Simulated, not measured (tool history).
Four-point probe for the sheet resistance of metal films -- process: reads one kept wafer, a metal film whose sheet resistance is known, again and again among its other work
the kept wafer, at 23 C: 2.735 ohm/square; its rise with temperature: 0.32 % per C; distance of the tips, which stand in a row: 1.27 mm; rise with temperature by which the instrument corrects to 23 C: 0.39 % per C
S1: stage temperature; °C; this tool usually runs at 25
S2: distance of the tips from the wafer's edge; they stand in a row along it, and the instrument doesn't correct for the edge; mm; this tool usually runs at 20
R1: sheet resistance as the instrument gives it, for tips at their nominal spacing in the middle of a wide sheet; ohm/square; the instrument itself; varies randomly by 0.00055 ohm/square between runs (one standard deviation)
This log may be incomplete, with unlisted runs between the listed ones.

run	hour	S1	S2	R1
1	0.0	25	20	2.744275
2	16.9	25	20	2.745274
3	32.2	25	16	2.747528
4	44.8	24	16	2.750367
5	52.4	25	20	2.743907
6	67.5	25	14	2.750906
7	74.4	25	14	2.749163
8	84.3	25	14	2.749672
9	91.6	25	20	2.743673
10	103.3	25	20	2.744988
11	112.6	28	5	2.823776
12	126.9	20	28	2.750641
# hour 128.2: stage's thermometer calibrated
13	143.6	18	38	2.754066
# hour 152.4: stage's thermometer calibrated, once more
14	158.5	29	4	2.869141
15	170.9	29	4	2.868424
16	178.4	33	5	2.812015
17	190.3	33	5	2.812107
18	202.0	33	12	2.736375

What does the tool deliver on the next run?
19	216.5	19	11	?

Logged for run 19: R1 2.769084 ohm/square.
With the hidden condition absent and the run-to-run variation left alone, this run would have shown R1 2.763288 ohm/square.
